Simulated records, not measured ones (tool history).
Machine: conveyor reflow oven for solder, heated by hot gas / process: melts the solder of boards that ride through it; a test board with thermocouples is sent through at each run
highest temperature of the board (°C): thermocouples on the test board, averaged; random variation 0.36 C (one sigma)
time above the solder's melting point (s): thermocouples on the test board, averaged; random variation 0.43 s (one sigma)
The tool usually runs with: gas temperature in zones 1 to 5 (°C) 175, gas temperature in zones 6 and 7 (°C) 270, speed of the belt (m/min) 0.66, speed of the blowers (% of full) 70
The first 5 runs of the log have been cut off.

run,day,gas temperature in zones 1 to 5 (°C),gas temperature in zones 6 and 7 (°C),speed of the belt (m/min),speed of the blowers (% of full),hours of work since the flux was cleaned out,hours of work since the belt drive was overhauled,hours of work since the thermocouples were changed,highest temperature of the board (°C),time above the solder's melting point (s)
6,6.021,175,270,0.66,52,83,546,847,254.4,55.9
7,6.867,175,270,0.66,52,92,555,856,254.3,55.9
8,7.958,175,270,0.66,52,103,566,868,254.3,56.7
9,8.783,175,270,0.66,52,112,575,876,253.9,56.3
10,9.696,175,270,0.66,70,121,585,886,258.9,60.2
11,10.917,175,270,0.66,70,134,597,899,259.9,61.1
12,12.183,175,270,0.746,70,147,611,912,255.9,51.3
13,12.946,175,270,0.746,70,155,619,920,255.7,51.8
14,14.096,175,270,0.746,70,167,631,932,255.7,51.4
15,15.512,175,270,0.746,70,182,645,947,255.5,52.5
16,16.396,173,283,0.746,87,191,655,956,271.2,57.7
17,17.262,173,283,0.698,87,200,664,965,272.6,63.5
# day 17.508: belt drive overhauled, speed set with a stopwatch
# day 18.704: flux residue cleaned out of gas plates and filters
18,18.854,173,283,0.698,87,2,12,978,274.5,63.7
19,19.508,173,262,0.668,67,8,19,984,252.4,55.4
20,20.638,189,272,0.66,70,20,31,996,263.9,68.9
21,21.733,189,273,0.554,50,32,42,1008,264.5,82.2
# day 22.1: belt drive overhauled, speed set with a stopwatch, once more
22,23.129,186,273,0.719,50,45,11,1021,255.2,55.4
23,24.188,175,275,0.682,70,56,22,1032,263.7,59.6
24,25.417,175,275,0.682,70,68,35,1044,263.8,60
25,26.258,163,275,0.755,66,77,43,1053,256.6,46.6
26,27.158,175,271,0.66,70,87,53,1063,260.7,60.7
27,28.588,175,271,0.66,70,102,68,1078,260.5,60.8
28,29.867,175,278,0.779,84,115,81,1091,264.9,52.8
29,30.646,175,278,0.779,84,123,89,1099,265.2,53

Forecast run 30:
30,31.979,175,278,0.779,84,137,103,1113,?,?

highest temperature of the board (°C): 264.8
time above the solder's melting point (s): 52.7
If the tool had no hidden condition, the same run with the same run-to-run variation would have returned highest temperature of the board (°C) 264.1, time above the solder's melting point (s) 52.5.

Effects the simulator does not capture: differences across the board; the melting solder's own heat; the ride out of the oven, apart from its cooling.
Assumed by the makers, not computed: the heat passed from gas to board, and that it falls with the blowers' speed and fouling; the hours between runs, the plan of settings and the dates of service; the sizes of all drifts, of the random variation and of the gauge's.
